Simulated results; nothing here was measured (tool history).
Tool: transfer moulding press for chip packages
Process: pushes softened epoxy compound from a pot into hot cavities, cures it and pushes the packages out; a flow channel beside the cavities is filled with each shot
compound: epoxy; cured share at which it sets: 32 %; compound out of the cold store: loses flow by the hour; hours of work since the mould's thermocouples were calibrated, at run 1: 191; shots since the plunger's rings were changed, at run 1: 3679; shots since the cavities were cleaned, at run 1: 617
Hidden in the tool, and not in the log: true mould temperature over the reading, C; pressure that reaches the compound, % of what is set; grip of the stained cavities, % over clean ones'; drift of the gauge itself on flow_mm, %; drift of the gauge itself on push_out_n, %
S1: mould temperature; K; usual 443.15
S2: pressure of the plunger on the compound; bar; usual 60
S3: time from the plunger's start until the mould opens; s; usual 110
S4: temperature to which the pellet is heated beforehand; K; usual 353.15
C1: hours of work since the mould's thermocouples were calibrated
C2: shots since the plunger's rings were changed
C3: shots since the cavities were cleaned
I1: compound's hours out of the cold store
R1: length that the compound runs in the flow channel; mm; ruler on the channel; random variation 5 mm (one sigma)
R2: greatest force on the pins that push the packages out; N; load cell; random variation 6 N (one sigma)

run 1 day=0 | S1=443.15 S2=60 S3=110 S4=353.15 | C1=191 C2=3679 C3=617 | I1=9.2 | R1=743 R2=401
run 2 day=0.667 | S1=443.15 S2=60 S3=110 S4=353.15 | C1=201 C2=3851 C3=789 | I1=39.2 | R1=665 R2=397
-- day=1.25 cavities cleaned with cleaning compound and waxed
run 3 day=1.279 | S1=443.15 S2=60 S3=110 S4=353.15 | C1=209 C2=3993 C3=8 | I1=10.5 | R1=738 R2=233
run 4 day=2.058 | S1=443.15 S2=60 S3=110 S4=353.15 | C1=220 C2=4192 C3=207 | I1=25.9 | R1=686 R2=294
run 5 day=2.512 | S1=443.15 S2=60 S3=110 S4=353.15 | C1=226 C2=4310 C3=325 | I1=45.9 | R1=636 R2=326
run 6 day=2.846 | S1=443.15 S2=60 S3=114 S4=353.15 | C1=231 C2=4395 C3=410 | I1=13.7 | R1=723 R2=337
run 7 day=3.288 | S1=443.15 S2=60 S3=114 S4=353.15 | C1=237 C2=4509 C3=524 | I1=35.8 | R1=669 R2=342
run 8 day=3.817 | S1=443.15 S2=60 S3=114 S4=353.15 | C1=245 C2=4645 C3=660 | I1=8.3 | R1=729 R2=392
run 9 day=4.171 | S1=443.15 S2=60 S3=149 S4=353.15 | C1=250 C2=4736 C3=751 | I1=45.4 | R1=646 R2=317
run 10 day=4.75 | S1=443.15 S2=60 S3=149 S4=350.15 | C1=258 C2=4885 C3=900 | I1=17.5 | R1=711 R2=329
-- day=4.875 cavities cleaned with cleaning compound and waxed
run 11 day=5.512 | S1=444.15 S2=68.8 S3=149 S4=351.15 | C1=268 C2=5064 C3=163 | I1=28 | R1=719 R2=227
run 12 day=5.925 | S1=443.15 S2=50.2 S3=110 S4=353.15 | C1=274 C2=5171 C3=270 | I1=43.6 | R1=579 R2=306
run 13 day=6.388 | S1=437.15 S2=50.2 S3=118 S4=356.15 | C1=280 C2=5289 C3=388 | I1=41.8 | R1=603 R2=414

The next listed run, before its measurement:
run 14 day=6.883 | S1=437.15 S2=60 S3=137 S4=348.15 | C1=287 C2=5418 C3=517 | I1=32.3 | R1=? R2=?

{"run 14": {"R1": 690, "R2": 362}}
Without the tool's hidden state the same run would have given R1 748 mm, R2 209 N.
